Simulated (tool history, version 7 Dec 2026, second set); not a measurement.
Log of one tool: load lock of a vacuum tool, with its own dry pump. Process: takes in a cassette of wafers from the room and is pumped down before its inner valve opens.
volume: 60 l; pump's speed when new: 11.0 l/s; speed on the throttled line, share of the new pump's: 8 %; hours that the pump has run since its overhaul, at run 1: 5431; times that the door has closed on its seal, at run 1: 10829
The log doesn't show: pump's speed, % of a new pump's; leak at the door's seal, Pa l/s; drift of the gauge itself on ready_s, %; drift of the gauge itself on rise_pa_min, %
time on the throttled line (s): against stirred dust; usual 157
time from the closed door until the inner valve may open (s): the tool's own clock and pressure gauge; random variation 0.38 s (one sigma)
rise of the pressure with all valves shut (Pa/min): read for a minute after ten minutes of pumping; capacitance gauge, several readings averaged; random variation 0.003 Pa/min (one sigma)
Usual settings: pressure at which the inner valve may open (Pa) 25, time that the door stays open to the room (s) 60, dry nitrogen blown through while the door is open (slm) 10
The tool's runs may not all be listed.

run,hour,time on the throttled line (s),pressure at which the inner valve may open (Pa),time that the door stays open to the room (s),dry nitrogen blown through while the door is open (slm),hours that the pump has run since its overhaul,times that the door has closed on its seal,"incoming humidity of the room's air, %",time from the closed door until the inner valve may open (s),rise of the pressure with all valves shut (Pa/min)
1,0,157,25,60,10,5431,10829,46.3,194.9,0.078
2,128.3,157,25,60,10,5559,11114,46.2,195.1,0.082
3,211.8,157,25,60,10,5642,11300,45.6,195.5,0.08
4,333.5,157,25,60,10,5764,11571,47.4,194.8,0.085
5,403.5,157,43,60,10,5834,11727,46.4,191.5,0.082
6,530.9,157,43,60,10,5962,12010,43.3,191.6,0.091
7,592.6,157,43,60,10,6023,12147,44.5,192.2,0.086
8,721.6,157,43,60,10,6152,12434,45.3,191.9,0.093
9,828.6,157,43,60,10,6259,12672,46.7,192.2,0.088
10,911.9,157,43,60,10,6343,12857,44.2,192.3,0.091
11,1005.2,157,29,60,10,6436,13065,44.6,195,0.094
12,1132.2,157,25,60,10,6563,13347,42.9,195.7,0.094
13,1235.9,157,25,60,10,6666,13578,46.2,196.3,0.091
14,1377.7,157,25,60,10,6808,13893,45.4,195.3,0.098
15,1478.1,157,25,60,10,6909,14117,48.4,196.2,0.106
16,1605.9,157,25,60,10,7037,14401,46.1,197,0.103
17,1708.9,157,25,60,10,7140,14630,47.4,196.5,0.108
18,1786.5,157,25,60,10,7217,14803,39.1,196.4,0.101
19,1866.5,157,19,60,10,7297,14981,44.7,198.3,0.112
20,1937.9,181,20,37,10,7369,15139,45.3,219.9,0.098
21,2008.9,93,25,60,10,7440,15297,47.8,139.8,0.11
22,2091.3,157,24,33,10,7522,15480,44.8,197.3,0.098
23,2188.1,157,24,33,10,7619,15696,47.5,197.2,0.107
24,2259.8,157,24,33,10,7690,15855,44.7,197.9,0.101
25,2385.1,157,22,60,10,7816,16134,44.8,198.3,0.116
26,2517.3,157,22,60,10,7948,16428,44.8,198.9,0.118
27,2613.3,81,22,128,23,8044,16641,43,130.3,0.118
28,2755.2,141,23,134,9,8186,16957,43.8,184,0.137
29,2851,157,23,36,10,8282,17170,44.9,198.5,0.115
30,2987.5,157,23,36,10,8418,17474,44.6,198.9,0.115
31,3118.9,157,23,36,10,8550,17766,49.3,198.8,0.124
32,3243.3,157,23,36,10,8674,18043,45.3,198.9,0.126
33,3358.5,100,46,38,10,8789,18299,44.3,143,0.125
34,3450.5,157,25,26,10,8881,18504,44.8,198.5,0.121
35,3554.8,177,19,60,10,8985,18736,45,218.5,0.13
36,3618.7,177,19,60,10,9049,18878,40.9,218.5,0.135
# hour 3643.2: dry pump taken out, an overhauled one fitted
37,3756.7,173,28,61,45,113,19171,41.8,203.9,0.122

Forecast each of these 3 alternatives for the next run:
A,3881.7,173,28,61,13,238,19449,42.7,?,?
B,3881.7,165,28,29,32,238,19449,44.3,?,?
C,3881.7,136,28,39,20,238,19449,43.5,?,?

run,time from the closed door until the inner valve may open (s),rise of the pressure with all valves shut (Pa/min)
A,203.4,0.14
B,196.1,0.124
C,169.8,0.134
Without the tool's hidden state the same runs would have given:
run,time from the closed door until the inner valve may open (s),rise of the pressure with all valves shut (Pa/min)
A,203.6,0.027
B,196.2,0.011
C,169.9,0.02
